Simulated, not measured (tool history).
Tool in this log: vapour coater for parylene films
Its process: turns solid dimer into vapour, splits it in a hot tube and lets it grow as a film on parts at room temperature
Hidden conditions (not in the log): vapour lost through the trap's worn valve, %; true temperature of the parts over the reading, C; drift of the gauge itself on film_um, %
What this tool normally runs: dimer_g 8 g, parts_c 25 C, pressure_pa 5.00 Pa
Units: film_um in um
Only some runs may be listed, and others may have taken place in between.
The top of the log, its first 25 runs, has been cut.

| run | hour | dimer_g | parts_c | pressure_pa | hours of work since the trap's valve was overhauled | hours of work since the table's thermometer was calibrated | film_um |
|---|---|---|---|---|---|---|---|
| 26 | 713.1 | 4 | 25 | 2.39 | 208 | 857 | 0.706 |
| 27 | 745.4 | 4 | 27 | 2.07 | 227 | 876 | 0.659 |
| 28 | 766.5 | 11 | 19 | 2.07 | 240 | 889 | 2.457 |
| 29 | 791.2 | 6 | 36 | 6.76 | 255 | 904 | 0.636 |
| 30 | 818.8 | 4 | 21 | 4.66 | 271 | 920 | 0.772 |
| 31 | 850.0 | 11 | 17 | 3.69 | 290 | 939 | 2.513 |
| 32 | 870.9 | 6 | 20 | 9.85 | 302 | 952 | 1.124 |
| 33 | 899.8 | 4 | 25 | 9.56 | 320 | 969 | 0.621 |
|  | 909.1 | trap's valve overhauled |
| 34 | 921.5 | 7 | 37 | 11.73 | 7 | 979 | 0.723 |

Below are 5 alternative next runs, each starting from the tool's condition after run 34. Predict each:
|  | 942.2 | table's thermometer calibrated |
| A | 953.6 | 8 | 26 | 7.66 | 26 | 7 | ? |
|  | 942.2 | table's thermometer calibrated |
| B | 953.6 | 12 | 19 | 8.57 | 26 | 7 | ? |
|  | 942.2 | table's thermometer calibrated |
| C | 953.6 | 10 | 25 | 5.00 | 26 | 7 | ? |
|  | 942.2 | table's thermometer calibrated |
| D | 953.6 | 7 | 33 | 2.33 | 26 | 7 | ? |
|  | 942.2 | table's thermometer calibrated |
| E | 953.6 | 8 | 25 | 5.00 | 26 | 7 | ? |

| run | film_um |
|---|---|
| A | 1.236 |
| B | 2.391 |
| C | 1.657 |
| D | 0.909 |
| E | 1.323 |
With no hidden state in the tool, these same runs would have given:
| run | film_um |
|---|---|
| A | 1.241 |
| B | 2.400 |
| C | 1.663 |
| D | 0.912 |
| E | 1.328 |

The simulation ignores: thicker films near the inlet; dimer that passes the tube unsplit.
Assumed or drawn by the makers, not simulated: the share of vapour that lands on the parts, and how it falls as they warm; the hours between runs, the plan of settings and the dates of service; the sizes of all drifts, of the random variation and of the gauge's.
